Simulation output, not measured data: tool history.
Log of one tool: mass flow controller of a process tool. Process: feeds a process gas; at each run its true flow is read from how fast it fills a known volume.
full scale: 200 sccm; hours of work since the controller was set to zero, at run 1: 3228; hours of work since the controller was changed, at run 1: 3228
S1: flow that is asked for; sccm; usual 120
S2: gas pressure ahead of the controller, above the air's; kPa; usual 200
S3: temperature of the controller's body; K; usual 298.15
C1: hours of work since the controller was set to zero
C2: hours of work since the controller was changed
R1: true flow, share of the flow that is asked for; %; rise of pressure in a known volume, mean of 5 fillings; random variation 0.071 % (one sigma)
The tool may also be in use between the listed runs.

{"run": 1, "hour": 0.0, "S1": 120, "S2": 200, "S3": 298.15, "C1": 3228, "C2": 3228, "R1": 99.44}
{"run": 2, "hour": 90.7, "S1": 120, "S2": 200, "S3": 298.15, "C1": 3283, "C2": 3283, "R1": 99.53}
{"run": 3, "hour": 188.0, "S1": 120, "S2": 200, "S3": 298.15, "C1": 3342, "C2": 3342, "R1": 99.7}
{"run": 4, "hour": 285.4, "S1": 120, "S2": 200, "S3": 298.15, "C1": 3402, "C2": 3402, "R1": 99.82}
{"run": 5, "hour": 394.0, "S1": 120, "S2": 200, "S3": 298.15, "C1": 3468, "C2": 3468, "R1": 99.91}
{"run": 6, "hour": 515.0, "S1": 120, "S2": 200, "S3": 298.15, "C1": 3542, "C2": 3542, "R1": 100.21}
{"run": 7, "hour": 642.7, "S1": 120, "S2": 200, "S3": 310.15, "C1": 3620, "C2": 3620, "R1": 101.33}
{"run": 8, "hour": 731.8, "S1": 120, "S2": 200, "S3": 310.15, "C1": 3674, "C2": 3674, "R1": 101.46}
{"run": 9, "hour": 820.4, "S1": 120, "S2": 200, "S3": 310.15, "C1": 3728, "C2": 3728, "R1": 101.48}
{"run": 10, "hour": 885.6, "S1": 120, "S2": 200, "S3": 310.15, "C1": 3768, "C2": 3768, "R1": 101.54}
{"run": 11, "hour": 993.2, "S1": 138, "S2": 200, "S3": 298.15, "C1": 3834, "C2": 3834, "R1": 100.83}
{"run": 12, "hour": 1101.0, "S1": 138, "S2": 200, "S3": 298.15, "C1": 3899, "C2": 3899, "R1": 101.08}
{"run": 13, "hour": 1159.3, "S1": 138, "S2": 200, "S3": 298.15, "C1": 3935, "C2": 3935, "R1": 101.02}
{"run": 14, "hour": 1242.7, "S1": 138, "S2": 200, "S3": 298.15, "C1": 3986, "C2": 3986, "R1": 101.1}
{"run": 15, "hour": 1307.7, "S1": 120, "S2": 200, "S3": 298.15, "C1": 4025, "C2": 4025, "R1": 101.19}
{"hour": 1431.6, "done": "gauge calibrated"}
{"run": 16, "hour": 1431.6, "S1": 120, "S2": 200, "S3": 298.15, "C1": 4101, "C2": 4101, "R1": 99.5}
{"run": 17, "hour": 1492.0, "S1": 148, "S2": 200, "S3": 298.15, "C1": 4138, "C2": 4138, "R1": 99.79}
{"run": 18, "hour": 1600.1, "S1": 148, "S2": 200, "S3": 298.15, "C1": 4204, "C2": 4204, "R1": 99.95}
{"run": 19, "hour": 1671.7, "S1": 120, "S2": 200, "S3": 298.15, "C1": 4248, "C2": 4248, "R1": 99.68}
{"run": 20, "hour": 1772.5, "S1": 31, "S2": 200, "S3": 298.15, "C1": 4309, "C2": 4309, "R1": 99.23}
{"run": 21, "hour": 1854.1, "S1": 31, "S2": 200, "S3": 298.15, "C1": 4359, "C2": 4359, "R1": 99.45}
{"run": 22, "hour": 1920.7, "S1": 120, "S2": 279, "S3": 298.15, "C1": 4400, "C2": 4400, "R1": 100.65}
{"run": 23, "hour": 1988.8, "S1": 120, "S2": 279, "S3": 298.15, "C1": 4441, "C2": 4441, "R1": 100.72}
{"run": 24, "hour": 2046.0, "S1": 120, "S2": 279, "S3": 298.15, "C1": 4476, "C2": 4476, "R1": 100.78}
{"run": 25, "hour": 2127.4, "S1": 120, "S2": 279, "S3": 298.15, "C1": 4526, "C2": 4526, "R1": 100.96}
{"run": 26, "hour": 2192.5, "S1": 141, "S2": 202, "S3": 303.15, "C1": 4565, "C2": 4565, "R1": 101.04}
{"run": 27, "hour": 2289.8, "S1": 141, "S2": 202, "S3": 303.15, "C1": 4625, "C2": 4625, "R1": 101.13}
{"run": 28, "hour": 2351.8, "S1": 148, "S2": 149, "S3": 310.15, "C1": 4663, "C2": 4663, "R1": 101.44}
{"run": 29, "hour": 2441.9, "S1": 22, "S2": 200, "S3": 298.15, "C1": 4718, "C2": 4718, "R1": 100.16}
{"run": 30, "hour": 2553.8, "S1": 22, "S2": 153, "S3": 298.15, "C1": 4786, "C2": 4786, "R1": 99.86}
{"run": 31, "hour": 2683.8, "S1": 22, "S2": 153, "S3": 298.15, "C1": 4865, "C2": 4865, "R1": 100.05}
{"run": 32, "hour": 2758.1, "S1": 36, "S2": 201, "S3": 298.15, "C1": 4910, "C2": 4910, "R1": 100.59}
{"run": 33, "hour": 2839.1, "S1": 36, "S2": 201, "S3": 298.15, "C1": 4960, "C2": 4960, "R1": 100.67}
{"run": 34, "hour": 2951.7, "S1": 36, "S2": 152, "S3": 298.15, "C1": 5029, "C2": 5029, "R1": 100.46}
{"run": 35, "hour": 3023.8, "S1": 120, "S2": 200, "S3": 298.15, "C1": 5073, "C2": 5073, "R1": 101.4}
{"run": 36, "hour": 3142.4, "S1": 37, "S2": 200, "S3": 298.15, "C1": 5145, "C2": 5145, "R1": 100.99}
{"run": 37, "hour": 3244.3, "S1": 37, "S2": 200, "S3": 298.15, "C1": 5207, "C2": 5207, "R1": 101.28}
{"run": 38, "hour": 3316.2, "S1": 69, "S2": 241, "S3": 299.15, "C1": 5251, "C2": 5251, "R1": 101.9}
{"run": 39, "hour": 3426.6, "S1": 41, "S2": 232, "S3": 309.15, "C1": 5318, "C2": 5318, "R1": 102.64}
{"run": 40, "hour": 3524.3, "S1": 53, "S2": 200, "S3": 297.15, "C1": 5378, "C2": 5378, "R1": 101.68}
{"run": 41, "hour": 3616.1, "S1": 24, "S2": 179, "S3": 313.15, "C1": 5434, "C2": 5434, "R1": 102.74}
{"run": 42, "hour": 3706.9, "S1": 24, "S2": 179, "S3": 313.15, "C1": 5489, "C2": 5489, "R1": 102.82}
{"hour": 3769.9, "done": "controller's zero set anew"}
{"run": 43, "hour": 3802.5, "S1": 120, "S2": 200, "S3": 313.15, "C1": 20, "C2": 5547, "R1": 103.81}
{"run": 44, "hour": 3881.6, "S1": 60, "S2": 200, "S3": 313.15, "C1": 68, "C2": 5596, "R1": 103.6}
{"run": 45, "hour": 4009.7, "S1": 60, "S2": 200, "S3": 313.15, "C1": 146, "C2": 5674, "R1": 103.67}
{"run": 46, "hour": 4098.3, "S1": 60, "S2": 241, "S3": 300.15, "C1": 200, "C2": 5728, "R1": 102.91}
{"hour": 4118.1, "done": "gauge calibrated"}
{"run": 47, "hour": 4155.8, "S1": 120, "S2": 142, "S3": 302.15, "C1": 235, "C2": 5763, "R1": 99.47}

Forecast each of these 5 alternatives for the next run:
{"run": "A", "hour": 4271.0, "S1": 90, "S2": 158, "S3": 307.15, "C1": 306, "C2": 5833, "R1": "?"}
{"run": "B", "hour": 4271.0, "S1": 104, "S2": 211, "S3": 298.15, "C1": 306, "C2": 5833, "R1": "?"}
{"run": "C", "hour": 4271.0, "S1": 39, "S2": 198, "S3": 294.15, "C1": 306, "C2": 5833, "R1": "?"}
{"run": "D", "hour": 4271.0, "S1": 133, "S2": 200, "S3": 298.15, "C1": 306, "C2": 5833, "R1": "?"}
{"run": "E", "hour": 4271.0, "S1": 51, "S2": 200, "S3": 298.15, "C1": 306, "C2": 5833, "R1": "?"}

run=A R1=99.9
run=B R1=99.57
run=C R1=98.83
run=D R1=99.75
run=E R1=99.24
Without the tool's hidden state the same runs would have given:
run=A R1=99.71
run=B R1=99.37
run=C R1=98.63
run=D R1=99.55
run=E R1=99.04

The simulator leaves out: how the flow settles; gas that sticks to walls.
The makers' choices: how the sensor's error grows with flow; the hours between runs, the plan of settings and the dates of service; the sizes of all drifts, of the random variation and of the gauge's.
